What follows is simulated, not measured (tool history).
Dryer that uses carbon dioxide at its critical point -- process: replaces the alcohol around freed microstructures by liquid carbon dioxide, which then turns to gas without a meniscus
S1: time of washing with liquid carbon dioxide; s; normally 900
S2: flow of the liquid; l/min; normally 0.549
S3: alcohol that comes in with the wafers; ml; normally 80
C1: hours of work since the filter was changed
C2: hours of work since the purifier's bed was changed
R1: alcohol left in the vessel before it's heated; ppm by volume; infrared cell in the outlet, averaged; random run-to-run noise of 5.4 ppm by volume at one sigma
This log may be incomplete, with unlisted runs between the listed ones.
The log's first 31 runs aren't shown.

run	day	S1	S2	S3	C1	C2	R1
32	46.821	1380	0.698	42	339	493	57
33	48.012	900	0.869	98	360	514	74
34	49.462	900	0.869	98	385	539	83
35	51.517	960	0.416	74	421	575	896
36	53.217	1020	0.433	25	451	605	243
37	54.462	900	0.549	33	473	627	218
38	55.854	900	0.549	33	497	651	226
# day 56.667: inlet filter changed
39	58.004	900	0.549	33	23	688	122
40	59.858	600	0.831	52	56	720	173
41	61.204	600	0.812	70	79	744	231

Each row is a separate what-if for the run after 41, all from the same tool condition, not one after another. Results?
A	62.175	1260	0.549	80	96	761	?
B	62.175	660	0.812	70	96	761	?
C	62.175	1200	0.837	80	96	761	?
D	62.175	720	0.812	70	96	761	?
E	62.175	720	0.352	80	96	761	?

run	R1
A	98
B	175
C	88
D	132
E	3227
With the hidden condition removed and each run's random variation left untouched, the same runs would have given:
run	R1
A	14
B	77
C	8
D	43
E	2804

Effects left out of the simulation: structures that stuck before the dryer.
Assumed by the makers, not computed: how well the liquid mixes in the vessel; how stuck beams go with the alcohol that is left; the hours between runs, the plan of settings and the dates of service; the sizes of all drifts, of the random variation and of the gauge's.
